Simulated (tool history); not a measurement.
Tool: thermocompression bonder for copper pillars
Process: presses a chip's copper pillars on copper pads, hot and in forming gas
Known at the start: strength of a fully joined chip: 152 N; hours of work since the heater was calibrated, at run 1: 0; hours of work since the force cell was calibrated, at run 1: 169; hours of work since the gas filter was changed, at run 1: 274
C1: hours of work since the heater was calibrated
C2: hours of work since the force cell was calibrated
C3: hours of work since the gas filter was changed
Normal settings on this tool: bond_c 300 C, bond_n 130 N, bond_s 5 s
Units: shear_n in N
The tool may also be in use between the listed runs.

Run 1, hour 0.0: usual settings; C1 0; C2 169; C3 274. Result: shear_n 60.5 N.
Run 2, hour 17.6: usual settings; C1 8; C2 177; C3 282. Result: shear_n 58.8 N.
Run 3, hour 40.9: usual settings; C1 19; C2 188; C3 293. Result: shear_n 58.6 N.
Run 4, hour 56.0: usual settings; C1 26; C2 195; C3 300. Result: shear_n 59.0 N.
Run 5, hour 76.8: usual settings; C1 35; C2 205; C3 309. Result: shear_n 59.0 N.
Run 6, hour 90.0: usual settings but bond_s 3 s; C1 41; C2 211; C3 315. Result: shear_n 48.4 N.
Run 7, hour 115.1: usual settings but bond_s 3 s; C1 53; C2 222; C3 327. Result: shear_n 49.1 N.
Run 8, hour 141.3: usual settings but bond_s 3 s; C1 65; C2 234; C3 339. Result: shear_n 47.6 N.
Run 9, hour 165.0: usual settings but bond_c 312 C, bond_n 131 N, bond_s 15 s; C1 76; C2 245; C3 350. Result: shear_n 91.9 N.
Run 10, hour 191.4: usual settings but bond_c 287 C, bond_n 131 N, bond_s 15 s; C1 88; C2 257; C3 362. Result: shear_n 76.3 N.
Run 11, hour 208.5: usual settings but bond_c 287 C, bond_n 178 N, bond_s 3 s; C1 95; C2 265; C3 370. Result: shear_n 57.1 N.
Run 12, hour 220.9: usual settings but bond_c 275 C, bond_n 163 N, bond_s 4 s; C1 101; C2 271; C3 375. Result: shear_n 52.2 N.

For some of the steps in shear_n from one run to the next: how much would appear even if the tool had no hidden state, given the settings, what came in and random variation, and how much remains for the hidden state plus any gauge scatter that the measured result and the result without hidden state don't share?
What the log doesn't record here: true temperature of the bond over the reading, C; force that reaches the chip, % of what is set; oxide that the forming gas leaves, % of the face; drift of the gauge itself on shear_n, %.
Run 8 -> 9: bond_c 300 -> 312, bond_n 130 -> 131, bond_s 3 -> 15. shear_n +44.3 N: hidden state -4.1, all else +48.4.
